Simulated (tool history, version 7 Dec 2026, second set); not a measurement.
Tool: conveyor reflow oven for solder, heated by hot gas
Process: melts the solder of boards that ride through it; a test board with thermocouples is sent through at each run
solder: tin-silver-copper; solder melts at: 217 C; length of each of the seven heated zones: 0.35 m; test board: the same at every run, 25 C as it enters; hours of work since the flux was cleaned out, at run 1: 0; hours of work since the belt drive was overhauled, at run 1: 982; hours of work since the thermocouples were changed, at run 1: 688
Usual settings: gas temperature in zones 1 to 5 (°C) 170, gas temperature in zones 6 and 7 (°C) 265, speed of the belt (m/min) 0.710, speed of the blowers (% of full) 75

run	day	gas temperature in zones 1 to 5 (°C)	gas temperature in zones 6 and 7 (°C)	speed of the belt (m/min)	speed of the blowers (% of full)	hours of work since the flux was cleaned out	hours of work since the belt drive was overhauled	hours of work since the thermocouples were changed	highest temperature of the board (°C)	time above the solder's melting point (s)
1	0.000	170	265	0.710	75	0	982	688	249.7	44.2
2	1.262	170	265	0.704	75	15	998	704	250.0	44.7
# day 1.617: belt drive overhauled, speed set with a stopwatch
3	2.446	170	265	0.704	59	28	10	716	245.5	40.9
4	3.121	170	265	0.704	59	36	18	724	245.7	41.1
5	4.288	170	265	0.704	59	50	33	739	245.6	41.2
6	5.662	170	265	0.593	75	67	50	756	254.2	58.1
7	6.450	170	265	0.593	75	77	59	765	254.1	57.9
# day 7.112: belt drive overhauled, speed set with a stopwatch, once more
8	8.058	170	265	0.593	75	95	12	783	252.3	54.5
9	8.712	170	265	0.593	75	103	20	791	253.3	54.8
10	9.967	171	265	0.593	75	118	35	806	252.6	54.6
11	11.321	171	265	0.593	75	135	52	823	253.0	54.7
12	12.192	170	265	0.676	75	145	62	833	249.5	44.7
# day 12.883: flux residue cleaned out of gas plates and filters
13	13.375	170	265	0.676	75	6	74	845	250.1	45.3
14	14.225	170	265	0.676	75	16	85	856	249.7	45.3
15	15.167	170	265	0.846	75	28	96	867	244.0	30.9
16	16.367	170	265	0.846	75	43	111	882	242.7	30.8
17	17.812	170	258	0.622	75	60	129	900	244.7	47.0
18	19.212	160	265	0.677	75	78	146	917	248.6	41.6
19	19.975	170	265	0.781	75	87	155	926	245.2	35.6
20	20.875	170	265	0.781	75	98	166	937	244.7	35.6
21	21.642	170	265	0.781	75	107	175	947	245.0	35.6
22	22.700	156	271	0.781	85	120	188	960	250.9	35.8
23	23.642	156	271	0.781	85	132	200	971	250.5	35.7
24	25.042	156	271	0.781	85	149	217	988	250.1	35.9
# day 25.471: flux residue cleaned out of gas plates and filters
25	25.958	156	271	0.781	85	6	226	997	250.8	36.6
26	27.162	156	271	0.781	85	21	241	1012	251.2	36.7
27	28.508	156	263	0.670	63	37	257	1028	242.6	35.8
28	29.458	161	263	0.772	55	49	269	1040	234.4	23.9
29	30.450	161	263	0.772	55	61	281	1052	234.4	23.8
30	31.812	161	263	0.772	55	78	298	1069	234.2	23.9

Some steps in highest temperature of the board (°C) between neighbouring runs. How much of each would the tool show without its hidden state too (settings, what came in, random variation), and how much is left for the hidden state, with any gauge scatter that isn't in both results?
The hidden state here: heat that the gas passes to the board, % of a clean oven's; belt's true speed, % of the reading; true gas temperature in zones 6 and 7 over the reading, C; drift of the gauge itself on peak_c, C; drift of the gauge itself on liquid_s, %.
Run 5 -> 6: speed of the belt (m/min) 0.704 -> 0.593, speed of the blowers (% of full) 59 -> 75. highest temperature of the board (°C) +8.6: hidden state -0.9, all else +9.5.
Run 7 -> 8: belt drive overhauled, speed set with a stopwatch, once more. highest temperature of the board (°C) -1.8: hidden state -1.1, all else -0.7.
Run 24 -> 25: flux residue cleaned out of gas plates and filters. highest temperature of the board (°C) +0.7: hidden state +1.3, all else -0.6.
Run 26 -> 27: gas temperature in zones 6 and 7 (°C) 271 -> 263, speed of the belt (m/min) 0.781 -> 0.670, speed of the blowers (% of full) 85 -> 63. highest temperature of the board (°C) -8.6: hidden state -0.1, all else -8.5.
Run 27 -> 28: gas temperature in zones 1 to 5 (°C) 156 -> 161, speed of the belt (m/min) 0.670 -> 0.772, speed of the blowers (% of full) 63 -> 55. highest temperature of the board (°C) -8.2: hidden state +0.3, all else -8.5.
